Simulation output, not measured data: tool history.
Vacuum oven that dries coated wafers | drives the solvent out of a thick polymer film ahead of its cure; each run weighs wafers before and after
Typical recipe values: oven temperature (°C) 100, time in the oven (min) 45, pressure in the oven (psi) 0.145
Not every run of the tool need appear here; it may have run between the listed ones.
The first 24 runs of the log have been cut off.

run,hour,oven temperature (°C),time in the oven (min),pressure in the oven (psi),solvent left in the film (%)
25,761.5,111,38,0.097,0.77
26,792.7,108,24,0.145,2.79
27,841.5,108,24,0.145,2.81
28,865.9,108,24,0.145,2.81
29,889.2,108,24,0.145,2.8
30,938.3,100,45,0.193,2.24
31,970.4,114,35,0.107,0.64
32,1017.1,113,29,0.203,1.31
33,1050.3,89,52,0.312,5.11
34,1084.4,89,52,0.312,5.09
35,1127.3,100,54,0.145,1.56

Each row is a separate what-if for the run after 35, all from the same tool condition, not one after another. Results?
A,1151.6,93,51,0.094,?
B,1151.6,106,58,0.145,?
C,1151.6,110,25,0.145,?

run,solvent left in the film (%)
A,3.13
B,0.73
C,2.13
With the hidden condition removed and each run's random variation left untouched, the same runs would have given:
run,solvent left in the film (%)
A,3.27
B,0.74
C,2.25
